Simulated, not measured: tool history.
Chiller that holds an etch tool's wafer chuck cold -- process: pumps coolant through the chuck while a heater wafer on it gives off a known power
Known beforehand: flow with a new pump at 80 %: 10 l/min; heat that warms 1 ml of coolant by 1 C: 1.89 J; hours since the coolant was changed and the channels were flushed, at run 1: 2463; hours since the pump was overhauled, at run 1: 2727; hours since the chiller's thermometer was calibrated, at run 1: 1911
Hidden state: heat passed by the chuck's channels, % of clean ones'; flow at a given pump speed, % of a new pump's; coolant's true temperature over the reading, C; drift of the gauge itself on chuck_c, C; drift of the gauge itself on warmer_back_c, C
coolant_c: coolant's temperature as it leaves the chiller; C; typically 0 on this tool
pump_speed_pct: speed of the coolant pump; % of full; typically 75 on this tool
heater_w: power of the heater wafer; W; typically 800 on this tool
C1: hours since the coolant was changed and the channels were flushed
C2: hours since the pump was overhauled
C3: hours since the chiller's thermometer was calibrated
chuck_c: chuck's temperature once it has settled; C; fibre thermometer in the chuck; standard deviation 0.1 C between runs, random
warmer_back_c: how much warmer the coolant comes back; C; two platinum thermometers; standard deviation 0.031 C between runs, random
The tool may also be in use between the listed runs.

{"run": 1, "day": 0.0, "coolant_c": 0, "pump_speed_pct": 75, "heater_w": 800, "C1": 2463, "C2": 2727, "C3": 1911, "chuck_c": 7.1, "warmer_back_c": 2.75}
{"run": 2, "day": 4.108, "coolant_c": 0, "pump_speed_pct": 75, "heater_w": 800, "C1": 2561, "C2": 2826, "C3": 2010, "chuck_c": 7.3, "warmer_back_c": 2.68}
{"run": 3, "day": 7.033, "coolant_c": 0, "pump_speed_pct": 75, "heater_w": 800, "C1": 2632, "C2": 2896, "C3": 2080, "chuck_c": 7.1, "warmer_back_c": 2.72}
{"run": 4, "day": 10.683, "coolant_c": 0, "pump_speed_pct": 71, "heater_w": 800, "C1": 2719, "C2": 2984, "C3": 2167, "chuck_c": 7.4, "warmer_back_c": 2.84}
{"run": 5, "day": 14.788, "coolant_c": 0, "pump_speed_pct": 75, "heater_w": 800, "C1": 2818, "C2": 3082, "C3": 2266, "chuck_c": 7.1, "warmer_back_c": 2.66}
{"run": 6, "day": 19.012, "coolant_c": 0, "pump_speed_pct": 75, "heater_w": 800, "C1": 2919, "C2": 3184, "C3": 2367, "chuck_c": 7.1, "warmer_back_c": 2.63}
{"run": 7, "day": 23.1, "coolant_c": 0, "pump_speed_pct": 75, "heater_w": 800, "C1": 3017, "C2": 3282, "C3": 2466, "chuck_c": 7.2, "warmer_back_c": 2.67}
{"run": 8, "day": 27.075, "coolant_c": 0, "pump_speed_pct": 75, "heater_w": 800, "C1": 3112, "C2": 3377, "C3": 2561, "chuck_c": 7.1, "warmer_back_c": 2.57}
{"run": 9, "day": 30.692, "coolant_c": 0, "pump_speed_pct": 75, "heater_w": 800, "C1": 3199, "C2": 3464, "C3": 2648, "chuck_c": 7.1, "warmer_back_c": 2.64}
{"run": 10, "day": 34.162, "coolant_c": 0, "pump_speed_pct": 75, "heater_w": 800, "C1": 3283, "C2": 3547, "C3": 2731, "chuck_c": 7.1, "warmer_back_c": 2.55}
{"run": 11, "day": 38.112, "coolant_c": 0, "pump_speed_pct": 75, "heater_w": 800, "C1": 3377, "C2": 3642, "C3": 2826, "chuck_c": 7.2, "warmer_back_c": 2.56}
{"run": 12, "day": 42.162, "coolant_c": 4, "pump_speed_pct": 75, "heater_w": 800, "C1": 3475, "C2": 3739, "C3": 2923, "chuck_c": 11.3, "warmer_back_c": 2.59}
{"run": 13, "day": 45.558, "coolant_c": 9, "pump_speed_pct": 76, "heater_w": 1097, "C1": 3556, "C2": 3821, "C3": 3004, "chuck_c": 18.7, "warmer_back_c": 3.49}
{"run": 14, "day": 47.654, "coolant_c": 9, "pump_speed_pct": 76, "heater_w": 1097, "C1": 3606, "C2": 3871, "C3": 3055, "chuck_c": 18.7, "warmer_back_c": 3.51}
{"run": 15, "day": 49.662, "coolant_c": 9, "pump_speed_pct": 76, "heater_w": 1097, "C1": 3655, "C2": 3919, "C3": 3103, "chuck_c": 18.6, "warmer_back_c": 3.49}
{"run": 16, "day": 51.554, "coolant_c": -3, "pump_speed_pct": 75, "heater_w": 800, "C1": 3700, "C2": 3965, "C3": 3148, "chuck_c": 4.1, "warmer_back_c": 2.51}
{"day": 51.975, "done": "chiller's thermometer calibrated"}
{"run": 17, "day": 54.446, "coolant_c": -5, "pump_speed_pct": 81, "heater_w": 584, "C1": 3768, "C2": 4033, "C3": 59, "chuck_c": -0.2, "warmer_back_c": 1.61}
{"run": 18, "day": 57.4, "coolant_c": -5, "pump_speed_pct": 81, "heater_w": 584, "C1": 3839, "C2": 4104, "C3": 130, "chuck_c": -0.1, "warmer_back_c": 1.6}
{"run": 19, "day": 59.842, "coolant_c": -5, "pump_speed_pct": 81, "heater_w": 584, "C1": 3898, "C2": 4162, "C3": 189, "chuck_c": 0, "warmer_back_c": 1.6}
{"run": 20, "day": 63.292, "coolant_c": -5, "pump_speed_pct": 81, "heater_w": 584, "C1": 3981, "C2": 4245, "C3": 272, "chuck_c": -0.3, "warmer_back_c": 1.57}
{"run": 21, "day": 67.558, "coolant_c": 8, "pump_speed_pct": 89, "heater_w": 876, "C1": 4083, "C2": 4348, "C3": 374, "chuck_c": 14.8, "warmer_back_c": 2.34}
{"run": 22, "day": 70.604, "coolant_c": 9, "pump_speed_pct": 64, "heater_w": 805, "C1": 4156, "C2": 4421, "C3": 447, "chuck_c": 17.5, "warmer_back_c": 2.91}

Some steps in warmer_back_c, run to run, broken into two amounts with sign: the step expected even without the hidden condition (settings, incoming material, random variation), and the rest, left for the hidden condition together with whatever gauge scatter is not in both the measured and the hidden-condition-free result:
Run 4 -> 5: pump_speed_pct 71 -> 75. warmer_back_c -0.18 C: hidden state -0.02, all else -0.16.
Run 5 -> 6: settings left as they were, no log entry in between. warmer_back_c -0.03 C: hidden state -0.02, all else -0.01.
Run 12 -> 13: coolant_c 4 -> 9, pump_speed_pct 75 -> 76, heater_w 800 -> 1097. warmer_back_c +0.9 C: hidden state -0.01, all else +0.91.
Run 15 -> 16: coolant_c 9 -> -3, pump_speed_pct 76 -> 75, heater_w 1097 -> 800. warmer_back_c -0.98 C: hidden state +0, all else -0.98.

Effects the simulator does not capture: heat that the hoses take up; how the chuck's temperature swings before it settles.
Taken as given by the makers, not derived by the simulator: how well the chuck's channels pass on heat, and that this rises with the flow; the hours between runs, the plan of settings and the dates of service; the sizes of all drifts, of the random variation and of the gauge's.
